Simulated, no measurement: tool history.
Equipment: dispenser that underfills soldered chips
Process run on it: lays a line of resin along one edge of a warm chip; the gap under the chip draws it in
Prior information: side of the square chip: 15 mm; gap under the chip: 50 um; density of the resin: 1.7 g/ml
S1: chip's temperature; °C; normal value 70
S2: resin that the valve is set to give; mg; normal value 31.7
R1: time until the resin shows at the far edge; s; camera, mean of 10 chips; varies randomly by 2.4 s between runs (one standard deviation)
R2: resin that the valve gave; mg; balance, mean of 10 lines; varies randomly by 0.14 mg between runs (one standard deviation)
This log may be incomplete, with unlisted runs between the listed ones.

run,hour,S1,S2,R1,R2
1,0,70,31.7,526.7,28.58
# hour 1.5: new syringe of resin
2,3.1,70,31.7,267.7,28.65
3,8.3,70,29.1,375.8,25.95
4,12.2,70,29.1,480.8,26.3
# hour 14.9: new syringe of resin
5,14.9,70,29.1,249.8,25.85
6,19.6,70,29.1,332.4,26
7,23.8,66,31.7,503.7,28.22
# hour 28.2: new syringe of resin
8,28.3,83,34.8,145.3,30.84
9,33.5,56,38.4,602.5,33.85
10,37.3,58,36.6,704.6,32.31
# hour 41.6: new syringe of resin
11,42.2,74,33.8,211.6,29.81
12,46.4,60,30.8,503.2,26.83
# hour 50.8: dispensing valve cleaned and set on the balance
13,52.9,74,39.8,378.3,39.97

Forecast each of these 4 alternatives for the next run:
# hour 56: new syringe of resin
A,57.9,70,39.5,?,?
# hour 56: new syringe of resin
B,57.9,64,29.5,?,?
# hour 56: new syringe of resin
C,57.9,60,28.5,?,?
# hour 56: new syringe of resin
D,57.9,73,35.4,?,?

run,R1,R2
A,270.5,39.26
B,355.5,29.68
C,429.4,28.4
D,240.7,35.35
With no hidden state in the tool, these same runs would have given:
run,R1,R2
A,238.9,39.3
B,313.7,29.7
C,379,28.43
D,212.6,35.38

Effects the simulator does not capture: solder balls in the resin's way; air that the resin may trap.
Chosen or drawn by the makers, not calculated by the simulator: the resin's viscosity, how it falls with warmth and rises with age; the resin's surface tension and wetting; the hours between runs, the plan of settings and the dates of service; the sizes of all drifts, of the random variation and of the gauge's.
